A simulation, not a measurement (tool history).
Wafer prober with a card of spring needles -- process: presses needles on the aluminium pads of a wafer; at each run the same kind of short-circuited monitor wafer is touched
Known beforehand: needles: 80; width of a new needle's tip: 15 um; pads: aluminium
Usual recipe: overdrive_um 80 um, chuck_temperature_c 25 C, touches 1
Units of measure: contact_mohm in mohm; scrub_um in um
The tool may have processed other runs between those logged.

run     day  overdrive_um  chuck_temperature_c  touches  contact_mohm  scrub_um
  1       0            80                   25        1           200     17.67
      0.183  -- tips cleaned on abrasive film
      1.079  -- tips cleaned on abrasive film
      1.929  -- tips cleaned on abrasive film
  2   2.279            80                   25        1           196      17.7
      2.733  -- tips cleaned on abrasive film
      3.538  -- tips cleaned on abrasive film
      4.338  -- tips cleaned on abrasive film
       4.35  -- height of the first contact set anew
  3   4.679            80                   25        1           197      17.7
      5.167  -- tips cleaned on abrasive film
      6.021  -- tips cleaned on abrasive film
  4   6.367            80                   25        1           195     17.73
      6.892  -- tips cleaned on abrasive film
      7.712  -- tips cleaned on abrasive film
  5   8.004            88                   25        1           195     19.46
      8.483  -- tips cleaned on abrasive film
      9.225  -- tips cleaned on abrasive film
  6   9.692            71                   25        1           198     15.73
     10.054  -- tips cleaned on abrasive film
     10.875  -- tips cleaned on abrasive film
     11.746  -- tips cleaned on abrasive film
  7  12.083            80                   25        1           195     17.73
     12.592  -- tips cleaned on abrasive film
     13.454  -- tips cleaned on abrasive film
  8  13.896            80                   25        1           198     17.73
     14.233  -- tips cleaned on abrasive film
     14.988  -- tips cleaned on abrasive film
  9  15.167            80                   67        3           203     17.69
     15.725  -- tips cleaned on abrasive film
 10  16.392            80                   67        3           204     17.71
     16.575  -- tips cleaned on abrasive film
     17.333  -- tips cleaned on abrasive film
 11      18            99                   76        1           205     21.94
     18.117  -- tips cleaned on abrasive film
     18.888  -- tips cleaned on abrasive film
 12  19.196            88                   28        1           195      19.5
     19.679  -- tips cleaned on abrasive film
     20.467  -- tips cleaned on abrasive film
     21.321  -- tips cleaned on abrasive film
 13  21.883            88                   28        1           193     19.56
     22.067  -- tips cleaned on abrasive film
     22.258  -- height of the first contact set anew
     22.921  -- tips cleaned on abrasive film
 14  23.217            88                   28        1           192     19.52
     23.729  -- tips cleaned on abrasive film
     24.546  -- tips cleaned on abrasive film
     25.367  -- tips cleaned on abrasive film
 15  25.462            88                   28        1           195     19.53

Here are 4 independent what-if runs from the current tool condition. What would each one return?
     26.208  -- tips cleaned on abrasive film
     27.012  -- tips cleaned on abrasive film
  A  27.133            86                   28        1             ?         ?
     26.208  -- tips cleaned on abrasive film
     27.012  -- tips cleaned on abrasive film
  B  27.133            91                   50        1             ?         ?
     26.208  -- tips cleaned on abrasive film
     27.012  -- tips cleaned on abrasive film
  C  27.133            88                   48        1             ?         ?
     26.208  -- tips cleaned on abrasive film
     27.012  -- tips cleaned on abrasive film
  D  27.133            80                   25        1             ?         ?

run  contact_mohm  scrub_um
  A           197     19.11
  B           198     20.21
  C           197     19.51
  D           191     17.79
With the hidden condition removed and each run's random variation left untouched, the same runs would have given:
run  contact_mohm  scrub_um
  A           197     19.02
  B           198     20.11
  C           197     19.41
  D           191     17.71
